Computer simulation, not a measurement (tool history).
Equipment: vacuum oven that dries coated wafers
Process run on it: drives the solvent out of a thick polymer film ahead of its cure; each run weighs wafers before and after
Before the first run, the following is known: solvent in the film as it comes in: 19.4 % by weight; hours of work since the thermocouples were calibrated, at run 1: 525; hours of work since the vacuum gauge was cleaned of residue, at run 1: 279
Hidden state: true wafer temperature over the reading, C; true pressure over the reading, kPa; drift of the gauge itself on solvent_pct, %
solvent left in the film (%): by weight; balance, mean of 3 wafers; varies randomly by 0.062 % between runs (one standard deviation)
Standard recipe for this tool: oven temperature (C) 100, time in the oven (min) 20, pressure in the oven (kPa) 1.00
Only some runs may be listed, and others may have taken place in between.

run,hour,oven temperature (C),time in the oven (min),pressure in the oven (kPa),hours of work since the thermocouples were calibrated,hours of work since the vacuum gauge was cleaned of residue,solvent left in the film (%)
1,0.0,100,20,1.00,525,279,3.97
2,18.7,100,20,1.00,533,287,3.96
3,32.1,88,20,1.00,538,292,8.87
4,46.8,88,20,1.00,544,298,8.83
5,69.4,88,20,1.00,553,307,8.74
6,81.2,88,20,1.00,558,312,8.92
7,104.1,88,20,1.00,567,321,9.01
8,116.6,104,20,1.00,572,326,2.59
9,141.4,104,20,1.00,582,336,2.60
10,165.0,104,20,1.00,592,346,2.63
11,178.4,104,20,1.00,597,351,2.66
12,195.4,104,20,1.00,604,358,2.51
13,214.4,104,11,1.00,612,366,5.61
14,235.4,100,20,1.00,620,375,3.91
15,249.8,100,20,1.00,626,380,3.99
16,274.2,100,20,1.00,636,390,4.02
17,293.7,100,20,1.00,644,398,4.18
18,316.6,87,20,1.00,653,407,9.28
19,338.9,87,20,1.00,662,416,9.46
20,354.9,87,20,1.00,669,423,9.44
21,377.9,87,20,1.00,678,432,9.28
22,388.2,87,20,1.00,682,436,9.52
23,401.5,87,20,1.00,688,442,9.28
24,423.9,87,20,1.00,697,451,9.62
25,439.8,87,20,1.00,703,457,9.24
26,451.5,85,16,0.90,708,462,10.97
27,472.5,92,16,2.90,716,471,9.08
28,490.6,92,16,2.90,724,478,9.15
29,511.8,92,16,2.90,732,486,9.34
30,535.9,106,16,0.51,742,496,2.91
31,553.4,106,16,0.51,749,503,2.81
32,568.1,106,16,0.51,755,509,2.93
33,589.7,94,23,0.71,764,518,5.60
34,612.3,94,23,0.71,773,527,5.77
35,636.3,100,20,1.06,783,537,4.06
36,652.5,104,20,3.27,789,543,3.29
37,664.6,104,20,3.27,794,548,3.29
38,678.0,104,20,3.27,800,554,3.30
39,693.8,104,20,3.27,806,560,3.33
40,708.2,106,20,1.00,812,566,2.10
41,726.6,115,20,3.20,819,573,1.11
42,739.5,115,20,3.20,824,579,1.02
43,761.8,94,26,1.00,833,588,5.09
44,781.5,88,20,1.00,841,596,9.05
45,799.3,88,20,1.00,849,603,9.01
46,820.8,88,20,2.41,857,612,9.56

Some steps in solvent left in the film (%) between neighbouring runs. How much of each would the tool show without its hidden state too (settings, what came in, random variation), and how much is left for the hidden state, with any gauge scatter that isn't in both results?
Run 7 -> 8: oven temperature (C) 88 -> 104. solvent left in the film (%) -6.42: hidden state -0.01, all else -6.41.
Run 17 -> 18: oven temperature (C) 100 -> 87. solvent left in the film (%) +5.10: hidden state +0.01, all else +5.09.
Run 29 -> 30: oven temperature (C) 92 -> 106, pressure in the oven (kPa) 2.90 -> 0.51. solvent left in the film (%) -6.43: hidden state -0.03, all else -6.40.
Run 32 -> 33: oven temperature (C) 106 -> 94, time in the oven (min) 16 -> 23, pressure in the oven (kPa) 0.51 -> 0.71. solvent left in the film (%) +2.67: hidden state +0.05, all else +2.62.
Run 40 -> 41: oven temperature (C) 106 -> 115, pressure in the oven (kPa) 1.00 -> 3.20. solvent left in the film (%) -0.99: hidden state -0.08, all else -0.91.
Run 42 -> 43: oven temperature (C) 115 -> 94, time in the oven (min) 20 -> 26, pressure in the oven (kPa) 3.20 -> 1.00. solvent left in the film (%) +4.07: hidden state +0.17, all else +3.90.
